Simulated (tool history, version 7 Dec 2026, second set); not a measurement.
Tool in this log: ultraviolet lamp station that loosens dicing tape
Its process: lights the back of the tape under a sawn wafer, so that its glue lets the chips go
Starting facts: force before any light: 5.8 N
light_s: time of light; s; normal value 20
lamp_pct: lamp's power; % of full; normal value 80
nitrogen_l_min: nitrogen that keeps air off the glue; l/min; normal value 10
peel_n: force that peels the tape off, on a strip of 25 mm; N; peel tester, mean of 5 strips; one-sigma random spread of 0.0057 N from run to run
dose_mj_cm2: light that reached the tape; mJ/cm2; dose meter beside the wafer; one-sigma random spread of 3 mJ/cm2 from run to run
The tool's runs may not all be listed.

run 1 hour=0.0 | light_s=20 lamp_pct=80 nitrogen_l_min=10 | peel_n=0.129 dose_mj_cm2=444
run 2 hour=12.4 | light_s=20 lamp_pct=80 nitrogen_l_min=10 | peel_n=0.129 dose_mj_cm2=441
run 3 hour=29.8 | light_s=20 lamp_pct=80 nitrogen_l_min=10 | peel_n=0.128 dose_mj_cm2=442
run 4 hour=48.1 | light_s=20 lamp_pct=80 nitrogen_l_min=10 | peel_n=0.138 dose_mj_cm2=445
run 5 hour=68.9 | light_s=20 lamp_pct=80 nitrogen_l_min=14 | peel_n=0.120 dose_mj_cm2=448
run 6 hour=84.6 | light_s=20 lamp_pct=80 nitrogen_l_min=14 | peel_n=0.116 dose_mj_cm2=447
run 7 hour=98.4 | light_s=20 lamp_pct=80 nitrogen_l_min=14 | peel_n=0.108 dose_mj_cm2=439
run 8 hour=111.9 | light_s=21 lamp_pct=80 nitrogen_l_min=10 | peel_n=0.130 dose_mj_cm2=460
run 9 hour=121.8 | light_s=21 lamp_pct=80 nitrogen_l_min=10 | peel_n=0.125 dose_mj_cm2=465
run 10 hour=133.9 | light_s=20 lamp_pct=80 nitrogen_l_min=10 | peel_n=0.136 dose_mj_cm2=442
-- hour=153.0 window cleaned of glue's vapour
run 11 hour=154.8 | light_s=20 lamp_pct=80 nitrogen_l_min=10 | peel_n=0.130 dose_mj_cm2=445
run 12 hour=164.9 | light_s=20 lamp_pct=80 nitrogen_l_min=10 | peel_n=0.129 dose_mj_cm2=446
run 13 hour=175.1 | light_s=20 lamp_pct=80 nitrogen_l_min=10 | peel_n=0.136 dose_mj_cm2=446
run 14 hour=192.1 | light_s=20 lamp_pct=80 nitrogen_l_min=10 | peel_n=0.145 dose_mj_cm2=441
run 15 hour=205.9 | light_s=20 lamp_pct=80 nitrogen_l_min=10 | peel_n=0.131 dose_mj_cm2=444
run 16 hour=216.5 | light_s=20 lamp_pct=80 nitrogen_l_min=10 | peel_n=0.129 dose_mj_cm2=444
run 17 hour=233.1 | light_s=20 lamp_pct=80 nitrogen_l_min=10 | peel_n=0.130 dose_mj_cm2=447
run 18 hour=246.3 | light_s=20 lamp_pct=80 nitrogen_l_min=10 | peel_n=0.134 dose_mj_cm2=443
run 19 hour=258.1 | light_s=20 lamp_pct=80 nitrogen_l_min=10 | peel_n=0.134 dose_mj_cm2=439
run 20 hour=276.2 | light_s=20 lamp_pct=80 nitrogen_l_min=5 | peel_n=0.212 dose_mj_cm2=442
run 21 hour=291.1 | light_s=20 lamp_pct=80 nitrogen_l_min=5 | peel_n=0.202 dose_mj_cm2=444
run 22 hour=307.6 | light_s=20 lamp_pct=80 nitrogen_l_min=5 | peel_n=0.193 dose_mj_cm2=445
run 23 hour=319.7 | light_s=38 lamp_pct=80 nitrogen_l_min=14 | peel_n=0.086 dose_mj_cm2=840
run 24 hour=335.7 | light_s=15 lamp_pct=78 nitrogen_l_min=4 | peel_n=0.509 dose_mj_cm2=326
run 25 hour=350.7 | light_s=12 lamp_pct=78 nitrogen_l_min=7 | peel_n=0.561 dose_mj_cm2=259
run 26 hour=360.5 | light_s=15 lamp_pct=66 nitrogen_l_min=3 | peel_n=0.850 dose_mj_cm2=276
run 27 hour=370.6 | light_s=15 lamp_pct=66 nitrogen_l_min=3 | peel_n=0.830 dose_mj_cm2=273
run 28 hour=384.6 | light_s=35 lamp_pct=87 nitrogen_l_min=3 | peel_n=0.089 dose_mj_cm2=847
run 29 hour=402.9 | light_s=37 lamp_pct=79 nitrogen_l_min=10 | peel_n=0.087 dose_mj_cm2=816
run 30 hour=420.1 | light_s=18 lamp_pct=91 nitrogen_l_min=5 | peel_n=0.188 dose_mj_cm2=455
run 31 hour=431.0 | light_s=18 lamp_pct=91 nitrogen_l_min=5 | peel_n=0.187 dose_mj_cm2=459
run 32 hour=448.4 | light_s=20 lamp_pct=60 nitrogen_l_min=12 | peel_n=0.215 dose_mj_cm2=331
run 33 hour=464.0 | light_s=20 lamp_pct=60 nitrogen_l_min=12 | peel_n=0.213 dose_mj_cm2=334
run 34 hour=477.0 | light_s=20 lamp_pct=60 nitrogen_l_min=12 | peel_n=0.218 dose_mj_cm2=336
run 35 hour=491.0 | light_s=20 lamp_pct=60 nitrogen_l_min=12 | peel_n=0.229 dose_mj_cm2=334
run 36 hour=509.3 | light_s=17 lamp_pct=87 nitrogen_l_min=3 | peel_n=0.358 dose_mj_cm2=414
run 37 hour=524.7 | light_s=25 lamp_pct=80 nitrogen_l_min=10 | peel_n=0.087 dose_mj_cm2=550
run 38 hour=544.1 | light_s=19 lamp_pct=80 nitrogen_l_min=10 | peel_n=0.144 dose_mj_cm2=420
run 39 hour=562.6 | light_s=11 lamp_pct=73 nitrogen_l_min=4 | peel_n=1.041 dose_mj_cm2=227
run 40 hour=576.5 | light_s=14 lamp_pct=83 nitrogen_l_min=3 | peel_n=0.633 dose_mj_cm2=323
run 41 hour=589.3 | light_s=14 lamp_pct=92 nitrogen_l_min=7 | peel_n=0.272 dose_mj_cm2=359
run 42 hour=606.4 | light_s=24 lamp_pct=91 nitrogen_l_min=10 | peel_n=0.086 dose_mj_cm2=606

Here are 5 independent what-if runs from the current tool condition. What would each one return?
run A hour=618.3 | light_s=24 lamp_pct=87 nitrogen_l_min=9 | peel_n=? dose_mj_cm2=?
run B hour=618.3 | light_s=10 lamp_pct=80 nitrogen_l_min=17 | peel_n=? dose_mj_cm2=?
run C hour=618.3 | light_s=12 lamp_pct=62 nitrogen_l_min=4 | peel_n=? dose_mj_cm2=?
run D hour=618.3 | light_s=20 lamp_pct=68 nitrogen_l_min=5 | peel_n=? dose_mj_cm2=?
run E hour=618.3 | light_s=32 lamp_pct=74 nitrogen_l_min=15 | peel_n=? dose_mj_cm2=?

run=A peel_n=0.096 dose_mj_cm2=576
run=B peel_n=0.456 dose_mj_cm2=220
run=C peel_n=1.144 dose_mj_cm2=205
run=D peel_n=0.303 dose_mj_cm2=381
run=E peel_n=0.080 dose_mj_cm2=655
Without the tool's unlogged condition, the same runs would have read:
run=A peel_n=0.096 dose_mj_cm2=577
run=B peel_n=0.455 dose_mj_cm2=220
run=C peel_n=1.142 dose_mj_cm2=205
run=D peel_n=0.303 dose_mj_cm2=382
run=E peel_n=0.080 dose_mj_cm2=656
